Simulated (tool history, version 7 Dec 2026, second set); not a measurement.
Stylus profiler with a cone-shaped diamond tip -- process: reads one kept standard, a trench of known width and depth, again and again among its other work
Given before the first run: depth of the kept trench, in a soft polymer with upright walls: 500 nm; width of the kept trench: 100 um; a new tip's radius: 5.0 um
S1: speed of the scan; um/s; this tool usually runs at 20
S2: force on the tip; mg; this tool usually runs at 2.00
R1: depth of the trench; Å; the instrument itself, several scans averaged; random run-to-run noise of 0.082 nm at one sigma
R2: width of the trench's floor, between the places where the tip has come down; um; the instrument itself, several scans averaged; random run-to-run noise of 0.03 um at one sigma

run	hour	S1	S2	R1	R2
1	0.0	20	2.00	5064.5	94.52
2	32.7	8	2.00	5062.8	94.49
3	66.7	8	2.00	5062.6	94.48
4	93.5	15	2.00	5063.8	94.38
5	117.0	15	2.00	5063.7	94.36
6	156.8	9	2.00	5063.6	94.44
7	182.3	47	2.00	5064.3	94.14
8	200.8	47	2.00	5064.6	94.15
# hour 204.4: height scale calibrated on a step standard
9	231.7	47	2.00	5067.3	94.11
10	260.4	47	2.00	5066.8	94.07
11	300.7	22	1.30	5052.9	94.23
12	321.0	10	1.00	5046.0	94.27
13	350.7	18	1.05	5047.2	94.23
14	376.4	18	1.05	5047.0	94.15
# hour 381.5: height scale calibrated on a step standard, once more
15	413.8	20	1.51	5049.1	94.14
16	453.6	16	1.20	5042.9	94.12
17	491.2	13	2.00	5060.2	94.17
18	516.6	7	1.26	5044.9	94.17

Pick out some run-to-run changes in R1. Of each, how much would a tool without hidden state show as well, from the settings, what came in and chance, and how much is left for the hidden state and any gauge scatter not in both results compared?
Hidden state present: radius of the tip, um; height scale over the true one, %; drift of the gauge itself on depth_nm, %; drift of the gauge itself on floor_um, %.
Run 14 -> 15: S1 18 -> 20, S2 1.05 -> 1.51, height scale calibrated on a step standard, once more. R1 +2.1 Å: hidden state -8.3, all else +10.4.
Run 16 -> 17: S1 16 -> 13, S2 1.20 -> 2.00. R1 +17.3 Å: hidden state +0.1, all else +17.2.
